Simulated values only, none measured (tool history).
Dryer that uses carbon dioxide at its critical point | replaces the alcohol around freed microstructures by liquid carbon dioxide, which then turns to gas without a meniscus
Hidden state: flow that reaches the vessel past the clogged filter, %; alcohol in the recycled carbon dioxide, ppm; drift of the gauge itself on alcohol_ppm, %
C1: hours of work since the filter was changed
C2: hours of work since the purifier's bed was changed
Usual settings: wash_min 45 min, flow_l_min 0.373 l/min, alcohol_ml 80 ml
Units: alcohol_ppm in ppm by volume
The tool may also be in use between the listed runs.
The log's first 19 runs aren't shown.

run 20 hour=166.8 | wash_min=45 flow_l_min=0.492 alcohol_ml=80 | C1=461 C2=346 | alcohol_ppm=94
run 21 hour=174.8 | wash_min=45 flow_l_min=0.492 alcohol_ml=80 | C1=465 C2=351 | alcohol_ppm=95
run 22 hour=180.7 | wash_min=45 flow_l_min=0.373 alcohol_ml=25 | C1=469 C2=354 | alcohol_ppm=121
-- hour=185.9 inlet filter changed
run 23 hour=189.6 | wash_min=49 flow_l_min=0.328 alcohol_ml=34 | C1=2 C2=359 | alcohol_ppm=101
run 24 hour=199.7 | wash_min=68 flow_l_min=0.292 alcohol_ml=21 | C1=8 C2=365 | alcohol_ppm=86
run 25 hour=205.1 | wash_min=68 flow_l_min=0.292 alcohol_ml=21 | C1=11 C2=368 | alcohol_ppm=82
run 26 hour=212.8 | wash_min=68 flow_l_min=0.447 alcohol_ml=21 | C1=16 C2=373 | alcohol_ppm=86
run 27 hour=220.9 | wash_min=68 flow_l_min=0.447 alcohol_ml=21 | C1=21 C2=378 | alcohol_ppm=85
run 28 hour=227.8 | wash_min=27 flow_l_min=0.307 alcohol_ml=61 | C1=25 C2=382 | alcohol_ppm=1188
run 29 hour=237.2 | wash_min=27 flow_l_min=0.307 alcohol_ml=61 | C1=31 C2=388 | alcohol_ppm=1209
run 30 hour=246.7 | wash_min=47 flow_l_min=0.429 alcohol_ml=76 | C1=37 C2=393 | alcohol_ppm=102
run 31 hour=252.2 | wash_min=30 flow_l_min=0.556 alcohol_ml=70 | C1=40 C2=397 | alcohol_ppm=133
run 32 hour=260.8 | wash_min=30 flow_l_min=0.556 alcohol_ml=70 | C1=45 C2=402 | alcohol_ppm=133
run 33 hour=265.9 | wash_min=45 flow_l_min=0.390 alcohol_ml=53 | C1=48 C2=405 | alcohol_ppm=111
run 34 hour=272.4 | wash_min=45 flow_l_min=0.443 alcohol_ml=24 | C1=52 C2=409 | alcohol_ppm=97
run 35 hour=283.3 | wash_min=45 flow_l_min=0.443 alcohol_ml=24 | C1=58 C2=415 | alcohol_ppm=93
run 36 hour=288.3 | wash_min=69 flow_l_min=0.379 alcohol_ml=80 | C1=62 C2=418 | alcohol_ppm=84
run 37 hour=296.2 | wash_min=50 flow_l_min=0.454 alcohol_ml=102 | C1=66 C2=423 | alcohol_ppm=98

Run 38 comes next. What will it give?
run 38 hour=307.6 | wash_min=28 flow_l_min=0.454 alcohol_ml=38 | C1=73 C2=430 | alcohol_ppm=?

Run 38 gave alcohol_ppm 213 ppm by volume.
Without the tool's hidden state the same run would have given alcohol_ppm 111 ppm by volume.
